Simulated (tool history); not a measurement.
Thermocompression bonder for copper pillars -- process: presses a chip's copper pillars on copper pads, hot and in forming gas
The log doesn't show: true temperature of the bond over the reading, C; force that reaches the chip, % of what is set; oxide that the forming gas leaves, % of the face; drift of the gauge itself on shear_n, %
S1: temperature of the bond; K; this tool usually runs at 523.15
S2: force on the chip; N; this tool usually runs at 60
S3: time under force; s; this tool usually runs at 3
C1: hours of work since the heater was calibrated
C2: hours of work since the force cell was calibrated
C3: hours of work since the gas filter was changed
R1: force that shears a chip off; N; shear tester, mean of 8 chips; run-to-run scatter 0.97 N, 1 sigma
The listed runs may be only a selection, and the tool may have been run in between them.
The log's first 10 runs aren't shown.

At hour 187.8: forming gas filter changed.
Run 11, hour 195.5: usual settings; C1 457; C2 256; C3 5. Result: R1 78.8 N.
Run 12, hour 208.7: usual settings but S2 68 N; C1 466; C2 265; C3 14. Result: R1 81.0 N.
Run 13, hour 229.7: usual settings but S2 68 N; C1 480; C2 280; C3 28. Result: R1 83.4 N.
Run 14, hour 241.2: usual settings but S2 68 N; C1 488; C2 287; C3 36. Result: R1 81.2 N.
Run 15, hour 259.3: usual settings but S1 533.15 K; C1 500; C2 300; C3 48. Result: R1 85.5 N.
Run 16, hour 275.4: usual settings but S2 65 N; C1 511; C2 311; C3 59. Result: R1 79.4 N.
Run 17, hour 290.5: usual settings but S1 545.15 K; C1 521; C2 321; C3 70. Result: R1 93.9 N.
Run 18, hour 304.1: usual settings; C1 531; C2 330; C3 79. Result: R1 77.7 N.
Run 19, hour 321.6: usual settings; C1 542; C2 342; C3 91. Result: R1 75.0 N.
Run 20, hour 346.6: usual settings; C1 559; C2 359; C3 108. Result: R1 74.6 N.
Run 21, hour 362.3: usual settings but S1 506.15 K, S2 87 N; C1 570; C2 370; C3 118. Result: R1 75.1 N.
At hour 376.1: forming gas filter changed.
Run 22, hour 376.1: usual settings but S1 517.15 K, S2 39 N, S3 2 s; C1 579; C2 379; C3 0. Result: R1 50.2 N.

For run 23, what comes out?
Run 23, hour 400.5: usual settings but S1 542.15 K; C1 596; C2 395; C3 17. Result: R1 ?.

Run 23 gave R1 88.7 N.
With the hidden condition absent and the run-to-run variation left alone, this run would have shown R1 94.6 N.

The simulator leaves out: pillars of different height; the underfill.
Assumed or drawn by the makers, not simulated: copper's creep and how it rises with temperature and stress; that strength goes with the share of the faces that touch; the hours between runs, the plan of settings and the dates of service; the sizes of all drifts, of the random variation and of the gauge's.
